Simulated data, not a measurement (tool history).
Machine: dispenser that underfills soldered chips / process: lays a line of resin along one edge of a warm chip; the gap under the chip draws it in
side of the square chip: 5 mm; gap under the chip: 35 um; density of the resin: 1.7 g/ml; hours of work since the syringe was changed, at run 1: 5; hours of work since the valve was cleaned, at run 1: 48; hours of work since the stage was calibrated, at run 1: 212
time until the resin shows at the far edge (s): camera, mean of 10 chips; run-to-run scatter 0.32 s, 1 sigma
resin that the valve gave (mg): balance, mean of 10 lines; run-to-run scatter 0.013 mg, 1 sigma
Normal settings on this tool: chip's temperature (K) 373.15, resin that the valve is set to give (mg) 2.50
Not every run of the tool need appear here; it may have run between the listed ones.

| run | hour | chip's temperature (K) | resin that the valve is set to give (mg) | hours of work since the syringe was changed | hours of work since the valve was cleaned | hours of work since the stage was calibrated | time until the resin shows at the far edge (s) | resin that the valve gave (mg) |
|---|---|---|---|---|---|---|---|---|
| 1 | 0.0 | 373.15 | 2.50 | 5 | 48 | 212 | 12.6 | 2.39 |
|  | 6.1 | new syringe of resin |
| 2 | 6.8 | 373.15 | 2.84 | 0 | 53 | 217 | 11.0 | 2.69 |
| 3 | 17.2 | 373.15 | 2.90 | 8 | 60 | 224 | 13.6 | 2.73 |
|  | 19.3 | new syringe of resin |
| 4 | 28.5 | 373.15 | 2.90 | 7 | 68 | 232 | 13.2 | 2.71 |
|  | 32.2 | new syringe of resin |
| 5 | 38.8 | 373.15 | 2.90 | 5 | 75 | 239 | 11.9 | 2.69 |
|  | 44.7 | new syringe of resin |
| 6 | 48.7 | 373.15 | 2.90 | 3 | 82 | 246 | 11.2 | 2.67 |
|  | 55.6 | dispensing valve cleaned and set on the balance |
|  | 58.1 | new syringe of resin |
| 7 | 58.6 | 373.15 | 2.90 | 0 | 2 | 252 | 10.8 | 2.91 |
| 8 | 66.8 | 381.15 | 2.50 | 6 | 8 | 258 | 10.4 | 2.48 |
|  | 71.1 | new syringe of resin |
| 9 | 72.4 | 381.15 | 2.50 | 1 | 12 | 262 | 8.0 | 2.48 |
| 10 | 78.0 | 381.15 | 2.50 | 5 | 16 | 266 | 9.3 | 2.47 |
|  | 84.1 | new syringe of resin |
| 11 | 84.9 | 381.15 | 2.50 | 1 | 20 | 271 | 8.1 | 2.46 |
| 12 | 89.7 | 381.15 | 2.21 | 4 | 24 | 274 | 8.7 | 2.17 |
|  | 97.0 | new syringe of resin |
| 13 | 98.4 | 373.15 | 2.50 | 1 | 30 | 280 | 11.4 | 2.44 |
| 14 | 105.6 | 373.15 | 2.50 | 6 | 35 | 285 | 13.2 | 2.42 |
|  | 109.6 | new syringe of resin |
| 15 | 116.5 | 373.15 | 2.50 | 5 | 42 | 293 | 13.2 | 2.43 |
|  | 122.3 | new syringe of resin |
| 16 | 125.6 | 373.15 | 2.50 | 2 | 49 | 299 | 11.2 | 2.41 |
|  | 135.4 | new syringe of resin |
| 17 | 135.8 | 362.15 | 2.13 | 0 | 56 | 306 | 17.1 | 2.05 |
| 18 | 144.7 | 362.15 | 2.13 | 7 | 62 | 313 | 21.9 | 2.01 |
|  | 148.0 | new syringe of resin |
| 19 | 149.8 | 362.15 | 2.13 | 1 | 66 | 316 | 17.4 | 1.97 |
| 20 | 158.1 | 372.15 | 2.27 | 7 | 71 | 322 | 14.4 | 2.13 |
|  | 160.8 | new syringe of resin |
| 21 | 168.0 | 376.15 | 2.65 | 5 | 78 | 329 | 11.6 | 2.45 |
|  | 173.8 | new syringe of resin |
|  | 179.7 | dispensing valve cleaned and set on the balance |
| 22 | 179.7 | 360.15 | 2.68 | 4 | 0 | 336 | 19.9 | 2.67 |
|  | 187.2 | new syringe of resin |
| 23 | 187.2 | 360.15 | 2.68 | 0 | 5 | 341 | 17.7 | 2.67 |
| 24 | 194.6 | 360.15 | 2.68 | 5 | 10 | 347 | 22.3 | 2.64 |
|  | 200.2 | new syringe of resin |
| 25 | 200.8 | 360.15 | 2.68 | 0 | 15 | 351 | 18.1 | 2.66 |
| 26 | 207.2 | 368.15 | 2.45 | 5 | 19 | 355 | 15.6 | 2.41 |
|  | 212.7 | new syringe of resin |
| 27 | 217.3 | 359.15 | 3.10 | 3 | 26 | 362 | 21.0 | 3.02 |
| 28 | 224.0 | 359.15 | 3.10 | 8 | 31 | 367 | 25.8 | 3.00 |
|  | 225.4 | new syringe of resin |
| 29 | 229.1 | 373.15 | 2.69 | 3 | 34 | 371 | 11.5 | 2.59 |

A few steps of time until the resin shows at the far edge (s) between consecutive runs. Split each: what settings, incoming material and random variation would produce without the hidden state, and what is left over for the hidden state, along with gauge scatter present in only one of the two compared results (measured, and without hidden state):
Hidden state present: resin's viscosity, % of fresh resin's; dose that the valve gives, % of what is set; true chip temperature over the reading, C; drift of the gauge itself on fill_s, %; drift of the gauge itself on given_mg, %.
Run 17 -> 18: no setting changed, nothing entered. time until the resin shows at the far edge (s) +4.8: hidden state +4.5, all else +0.3.
Run 21 -> 22: chip's temperature (K) 376.15 -> 360.15, resin that the valve is set to give (mg) 2.65 -> 2.68, new syringe of resin, dispensing valve cleaned and set on the balance. time until the resin shows at the far edge (s) +8.3: hidden state +1.2, all else +7.1.
Run 28 -> 29: chip's temperature (K) 359.15 -> 373.15, resin that the valve is set to give (mg) 3.10 -> 2.69, new syringe of resin. time until the resin shows at the far edge (s) -14.3: hidden state -6.0, all else -8.3.
